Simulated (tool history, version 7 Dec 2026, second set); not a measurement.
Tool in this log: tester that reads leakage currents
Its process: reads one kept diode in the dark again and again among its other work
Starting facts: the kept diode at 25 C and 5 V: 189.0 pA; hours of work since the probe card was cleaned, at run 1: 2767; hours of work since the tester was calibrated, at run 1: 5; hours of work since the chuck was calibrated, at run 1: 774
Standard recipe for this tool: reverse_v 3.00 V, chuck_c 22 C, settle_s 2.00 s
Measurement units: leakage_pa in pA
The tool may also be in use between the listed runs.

run,hour,reverse_v,chuck_c,settle_s,hours of work since the probe card was cleaned,hours of work since the tester was calibrated,hours of work since the chuck was calibrated,leakage_pa
1,0.0,3.00,22,2.00,2767,5,774,121.30
2,34.4,3.00,22,2.00,2791,29,798,120.31
3,53.1,3.00,44,2.00,2804,42,811,866.32
4,84.5,3.00,22,2.00,2826,64,833,122.30
# hour 88.9: chuck's temperature calibrated
5,111.3,3.00,22,2.00,2843,82,16,112.88
6,140.1,3.00,22,2.00,2863,102,36,112.19
7,172.0,3.00,22,2.00,2886,124,58,113.14
8,192.3,3.39,25,2.00,2900,138,72,159.54
9,220.6,3.39,25,2.00,2920,158,92,160.89
10,237.4,11.48,22,2.32,2931,169,103,247.84
11,261.6,3.00,22,2.00,2948,186,120,113.51
12,280.3,4.47,31,0.65,2961,199,133,327.93

What if the next run were any one of these 3? Each begins from the tool's condition after run 12:
A,318.4,14.31,22,1.73,2988,226,160,?
B,318.4,4.47,51,1.17,2988,226,160,?
C,318.4,4.47,44,0.65,2988,226,160,?

run,leakage_pa
A,286.30
B,1816.48
C,1018.83
With the hidden condition removed and each run's random variation left untouched, the same runs would have given:
run,leakage_pa
A,254.70
B,1786.19
C,997.50
